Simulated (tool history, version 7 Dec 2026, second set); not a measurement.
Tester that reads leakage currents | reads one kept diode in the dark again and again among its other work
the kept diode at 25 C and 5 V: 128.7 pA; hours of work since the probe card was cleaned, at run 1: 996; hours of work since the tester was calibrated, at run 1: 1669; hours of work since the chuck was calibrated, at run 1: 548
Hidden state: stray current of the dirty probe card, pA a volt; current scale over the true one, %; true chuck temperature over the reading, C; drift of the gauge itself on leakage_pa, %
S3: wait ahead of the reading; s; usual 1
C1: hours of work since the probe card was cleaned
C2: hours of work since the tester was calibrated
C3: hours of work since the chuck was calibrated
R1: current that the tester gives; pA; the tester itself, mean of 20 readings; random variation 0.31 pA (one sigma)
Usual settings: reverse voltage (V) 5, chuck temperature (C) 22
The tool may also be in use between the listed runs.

Run 1, hour 0: usual settings; C1 996; C2 1669; C3 548. Result: R1 96.67 pA.
Run 2, hour 90: usual settings but chuck temperature (C) 51; C1 1033; C2 1706; C3 585. Result: R1 845.36 pA.
Run 3, hour 159.9: usual settings but chuck temperature (C) 51; C1 1063; C2 1735; C3 614. Result: R1 838.24 pA.
Run 4, hour 207.9: usual settings but chuck temperature (C) 51; C1 1083; C2 1755; C3 634. Result: R1 836.82 pA.
At hour 217.6: probe card cleaned and baked.
Run 5, hour 270: usual settings but chuck temperature (C) 50; C1 22; C2 1780; C3 659. Result: R1 781.46 pA.
Run 6, hour 323.4: usual settings but chuck temperature (C) 50; C1 44; C2 1802; C3 681. Result: R1 778.2 pA.
Run 7, hour 381.7: usual settings but chuck temperature (C) 50; C1 68; C2 1827; C3 706. Result: R1 777.91 pA.
Run 8, hour 460.4: usual settings but chuck temperature (C) 50; C1 101; C2 1859; C3 738. Result: R1 773.34 pA.
Run 9, hour 529: usual settings but reverse voltage (V) 2.97, chuck temperature (C) 38, S3 0.99 s; C1 130; C2 1888; C3 767. Result: R1 243.33 pA.
Run 10, hour 626.3: usual settings but reverse voltage (V) 2.97, chuck temperature (C) 60, S3 0.66 s; C1 170; C2 1929; C3 808. Result: R1 1110.66 pA.

4 ways to go on from here, each from the tool as it stands after run 10. What would each give?
Run A, hour 681.4: usual settings but reverse voltage (V) 17.48, chuck temperature (C) 53, S3 6.07 s; C1 193; C2 1952; C3 831. Result: R1 ?.
Run B, hour 681.4: usual settings but reverse voltage (V) 1.26, chuck temperature (C) 21, S3 4.32 s; C1 193; C2 1952; C3 831. Result: R1 ?.
Run C, hour 681.4: usual settings but reverse voltage (V) 17.24, chuck temperature (C) 30, S3 2.88 s; C1 193; C2 1952; C3 831. Result: R1 ?.
Run D, hour 681.4: usual settings but reverse voltage (V) 1.3, chuck temperature (C) 39, S3 0.66 s; C1 193; C2 1952; C3 831. Result: R1 ?.

run       R1
  A  1948.04
  B    38.69
  C   371.06
  D   161.07
Without the tool's hidden state the same runs would have given:
run      R1
  A  2107.7
  B   41.79
  C  392.76
  D  175.85
